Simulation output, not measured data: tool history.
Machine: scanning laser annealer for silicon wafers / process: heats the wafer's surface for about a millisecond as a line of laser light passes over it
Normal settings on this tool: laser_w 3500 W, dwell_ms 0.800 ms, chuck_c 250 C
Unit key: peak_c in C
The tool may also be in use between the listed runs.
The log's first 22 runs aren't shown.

Run 23, hour 408.0: usual settings but dwell_ms 0.654 ms, chuck_c 256 C. Result: peak_c 906 C.
Run 24, hour 427.8: usual settings but laser_w 3599 W, dwell_ms 0.620 ms, chuck_c 244 C. Result: peak_c 893 C.
Run 25, hour 445.1: usual settings but laser_w 3513 W, dwell_ms 0.654 ms, chuck_c 213 C. Result: peak_c 865 C.
Run 26, hour 462.1: usual settings but laser_w 3513 W, dwell_ms 0.654 ms, chuck_c 213 C. Result: peak_c 864 C.
Run 27, hour 478.7: usual settings but laser_w 3513 W, dwell_ms 0.654 ms, chuck_c 213 C. Result: peak_c 863 C.
Run 28, hour 501.3: usual settings but dwell_ms 0.782 ms. Result: peak_c 968 C.
Run 29, hour 520.0: usual settings but laser_w 3777 W, dwell_ms 0.783 ms. Result: peak_c 1041 C.
Run 30, hour 542.3: usual settings but laser_w 3101 W, chuck_c 215 C. Result: peak_c 833 C.
Run 31, hour 553.5: usual settings but laser_w 3336 W, chuck_c 287 C. Result: peak_c 967 C.
Run 32, hour 567.9: usual settings but laser_w 3630 W, chuck_c 287 C. Result: peak_c 1047 C.
Run 33, hour 585.2: usual settings but laser_w 3138 W, dwell_ms 0.575 ms, chuck_c 237 C. Result: peak_c 752 C.
Run 34, hour 599.1: usual settings but laser_w 3464 W, dwell_ms 0.629 ms, chuck_c 237 C. Result: peak_c 854 C.
Run 35, hour 612.4: usual settings but laser_w 3464 W, dwell_ms 0.990 ms, chuck_c 279 C. Result: peak_c 1090 C.
Run 36, hour 624.5: usual settings but laser_w 3350 W, chuck_c 217 C. Result: peak_c 898 C.
Run 37, hour 643.1: usual settings but laser_w 3350 W, chuck_c 217 C. Result: peak_c 898 C.
Run 38, hour 659.4: usual settings but laser_w 3350 W, chuck_c 217 C. Result: peak_c 894 C.
Run 39, hour 674.6: usual settings but laser_w 3350 W, dwell_ms 0.742 ms, chuck_c 231 C. Result: peak_c 880 C.
Run 40, hour 693.8: usual settings but laser_w 3271 W, dwell_ms 0.784 ms, chuck_c 244 C. Result: peak_c 896 C.

Each row is a separate what-if for the run after 40, all from the same tool condition, not one after another. Results?
Run A, hour 704.2: usual settings but laser_w 3307 W, dwell_ms 0.683 ms. Result: peak_c ?.
Run B, hour 704.2: usual settings but laser_w 3759 W, dwell_ms 0.685 ms, chuck_c 261 C. Result: peak_c ?.
Run C, hour 704.2: usual settings but laser_w 3758 W, dwell_ms 0.860 ms, chuck_c 256 C. Result: peak_c ?.

run  peak_c
  A     852
  B     977
  C    1074
Without the tool's hidden state the same runs would have given:
run  peak_c
  A     890
  B    1022
  C    1125

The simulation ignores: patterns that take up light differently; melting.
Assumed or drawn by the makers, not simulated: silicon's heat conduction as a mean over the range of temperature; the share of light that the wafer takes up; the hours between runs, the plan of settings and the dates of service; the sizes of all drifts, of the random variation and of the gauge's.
